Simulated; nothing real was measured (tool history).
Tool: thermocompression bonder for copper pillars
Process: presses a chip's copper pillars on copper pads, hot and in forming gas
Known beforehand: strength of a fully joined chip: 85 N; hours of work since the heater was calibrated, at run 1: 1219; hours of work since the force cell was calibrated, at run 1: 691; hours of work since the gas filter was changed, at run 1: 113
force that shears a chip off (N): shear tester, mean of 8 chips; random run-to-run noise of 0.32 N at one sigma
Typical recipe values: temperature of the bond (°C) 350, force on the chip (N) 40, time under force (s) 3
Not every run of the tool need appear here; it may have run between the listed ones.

run	hour	temperature of the bond (°C)	force on the chip (N)	time under force (s)	hours of work since the heater was calibrated	hours of work since the force cell was calibrated	hours of work since the gas filter was changed	force that shears a chip off (N)
1	0.0	350	40	3	1219	691	113	38.0
2	33.0	350	40	3	1239	712	133	38.5
# hour 66.9: forming gas filter changed
3	76.4	350	40	3	1265	738	6	38.7
4	106.3	350	40	3	1284	756	24	38.6
5	129.2	350	40	3	1298	771	38	38.8
6	149.3	347	40	3	1310	783	51	36.8
7	197.3	347	40	3	1339	812	80	37.4
8	225.5	347	40	3	1357	830	97	37.4
9	255.4	347	40	3	1375	848	116	37.0
10	288.3	347	40	3	1395	868	136	37.5
# hour 315.4: forming gas filter changed
11	335.1	347	40	3	1424	897	12	37.5
12	363.5	366	40	3	1441	914	30	45.3
13	411.3	366	40	3	1471	944	59	44.1
14	451.1	366	40	3	1495	968	83	44.2
# hour 466.2: heater calibrated with a thermocouple chip
15	480.5	350	40	2	9	985	100	33.0
16	518.4	350	25	4	32	1008	123	25.1
17	557.1	367	25	5	56	1032	147	34.4
# hour 565.8: forming gas filter changed
18	592.3	367	25	5	77	1053	16	33.9
19	623.9	372	40	5	97	1073	36	55.2
20	672.3	372	40	5	126	1102	65	55.3
21	710.7	350	56	3	150	1126	89	52.4

Predict the results of run 22:
22	752.4	350	56	3	176	1152	115	?

Run 22 yielded force that shears a chip off (N) 52.0.
On a tool with no hidden condition, and with the same random variation, this run would have come out at force that shears a chip off (N) 52.1.
